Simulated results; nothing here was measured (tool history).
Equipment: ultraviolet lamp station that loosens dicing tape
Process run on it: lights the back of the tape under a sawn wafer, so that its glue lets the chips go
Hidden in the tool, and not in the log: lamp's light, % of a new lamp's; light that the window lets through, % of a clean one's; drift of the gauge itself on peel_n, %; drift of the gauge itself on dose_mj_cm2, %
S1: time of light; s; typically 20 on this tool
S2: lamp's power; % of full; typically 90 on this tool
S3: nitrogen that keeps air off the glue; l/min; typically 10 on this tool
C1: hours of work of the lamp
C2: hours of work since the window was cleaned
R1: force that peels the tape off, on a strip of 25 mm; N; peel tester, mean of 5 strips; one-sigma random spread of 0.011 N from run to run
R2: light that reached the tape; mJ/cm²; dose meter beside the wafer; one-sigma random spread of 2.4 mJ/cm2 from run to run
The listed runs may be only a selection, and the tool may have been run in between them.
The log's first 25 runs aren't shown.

run 26 hour=276.5 | S1=20 S2=69 S3=4 | C1=322 C2=198 | R1=1.791 R2=190
run 27 hour=284.9 | S1=15 S2=97 S3=14 | C1=327 C2=203 | R1=0.778 R2=199
run 28 hour=297.6 | S1=20 S2=90 S3=9 | C1=334 C2=210 | R1=0.708 R2=243
run 29 hour=305.1 | S1=27 S2=90 S3=9 | C1=338 C2=214 | R1=0.344 R2=321
run 30 hour=316.2 | S1=19 S2=61 S3=17 | C1=344 C2=220 | R1=1.144 R2=153
run 31 hour=328.9 | S1=19 S2=61 S3=17 | C1=351 C2=227 | R1=1.149 R2=156
run 32 hour=336.9 | S1=20 S2=78 S3=10 | C1=356 C2=232 | R1=0.859 R2=211
run 33 hour=348.8 | S1=13 S2=78 S3=12 | C1=362 C2=238 | R1=1.601 R2=135
run 34 hour=363.8 | S1=20 S2=63 S3=10 | C1=371 C2=247 | R1=1.298 R2=167
run 35 hour=376.3 | S1=22 S2=83 S3=4 | C1=377 C2=254 | R1=1.24 R2=242
run 36 hour=386.6 | S1=33 S2=86 S3=19 | C1=383 C2=259 | R1=0.128 R2=372
run 37 hour=397.6 | S1=31 S2=92 S3=13 | C1=389 C2=265 | R1=0.178 R2=375
run 38 hour=413 | S1=26 S2=92 S3=13 | C1=398 C2=274 | R1=0.271 R2=309
run 39 hour=422.8 | S1=20 S2=68 S3=14 | C1=403 C2=279 | R1=1.005 R2=176
run 40 hour=433.7 | S1=39 S2=68 S3=15 | C1=409 C2=285 | R1=0.197 R2=344
run 41 hour=446.2 | S1=20 S2=90 S3=17 | C1=416 C2=292 | R1=0.502 R2=231
run 42 hour=457 | S1=39 S2=70 S3=17 | C1=422 C2=298 | R1=0.166 R2=357
run 43 hour=470.3 | S1=39 S2=70 S3=17 | C1=430 C2=306 | R1=0.167 R2=355
run 44 hour=480.3 | S1=20 S2=66 S3=4 | C1=435 C2=311 | R1=2.036 R2=166

What if the next run were any one of these 4? Each begins from the tool's condition after run 44:
run A hour=490.8 | S1=20 S2=87 S3=4 | C1=441 C2=317 | R1=? R2=?
run B hour=490.8 | S1=11 S2=75 S3=4 | C1=441 C2=317 | R1=? R2=?
run C hour=490.8 | S1=20 S2=63 S3=10 | C1=441 C2=317 | R1=? R2=?
run D hour=490.8 | S1=20 S2=82 S3=10 | C1=441 C2=317 | R1=? R2=?

run=A R1=1.381 R2=219
run=B R1=3.108 R2=106
run=C R1=1.374 R2=164
run=D R1=0.88 R2=211
Without the tool's hidden state the same runs would have given:
run=A R1=1.032 R2=262
run=B R1=2.697 R2=126
run=C R1=1.023 R2=196
run=D R1=0.606 R2=253
